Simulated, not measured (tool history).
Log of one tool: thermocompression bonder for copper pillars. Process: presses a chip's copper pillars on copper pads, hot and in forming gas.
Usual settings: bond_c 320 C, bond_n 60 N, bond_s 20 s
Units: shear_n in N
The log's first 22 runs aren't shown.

run,day,bond_c,bond_n,bond_s,hours of work since the heater was calibrated,hours of work since the force cell was calibrated,hours of work since the gas filter was changed,shear_n
# day 18.996: forming gas filter changed
23,18.996,316,42,20,772,29,0,40.5
24,20.008,316,42,20,783,40,11,40.6
25,21.138,341,42,12,795,52,23,42.8
26,22.396,315,83,14,808,65,36,58.5
27,23.288,311,83,14,817,74,45,56.6
28,23.962,311,37,14,824,81,52,30.7
29,24.733,318,45,43,832,89,60,56.5
30,25.438,320,51,47,840,97,68,63.4
31,26.354,320,51,47,850,107,77,63.9
32,27.300,319,75,20,860,116,87,61.6
33,28.296,324,60,20,870,127,98,56.1
34,29.329,339,42,23,881,138,109,52.7
35,29.892,339,86,23,887,144,115,77.9
36,31.058,334,87,39,899,156,127,83.4
37,32.062,345,37,20,910,167,138,48.7
# day 32.204: heater calibrated with a thermocouple chip
38,33.350,322,60,20,12,179,150,49.5
39,34.171,322,60,20,21,188,159,49.5
40,34.929,322,60,11,29,196,167,39.6
41,35.700,322,60,11,37,204,175,39.6

Forecast each of these 3 alternatives for the next run:
A,36.379,315,45,10,44,211,182,?
B,36.379,320,60,16,44,211,182,?
C,36.379,299,87,11,44,211,182,?

run,shear_n
A,28.1
B,45.1
C,41.9
Without the tool's hidden state the same runs would have given:
run,shear_n
A,28.9
B,46.4
C,43.1

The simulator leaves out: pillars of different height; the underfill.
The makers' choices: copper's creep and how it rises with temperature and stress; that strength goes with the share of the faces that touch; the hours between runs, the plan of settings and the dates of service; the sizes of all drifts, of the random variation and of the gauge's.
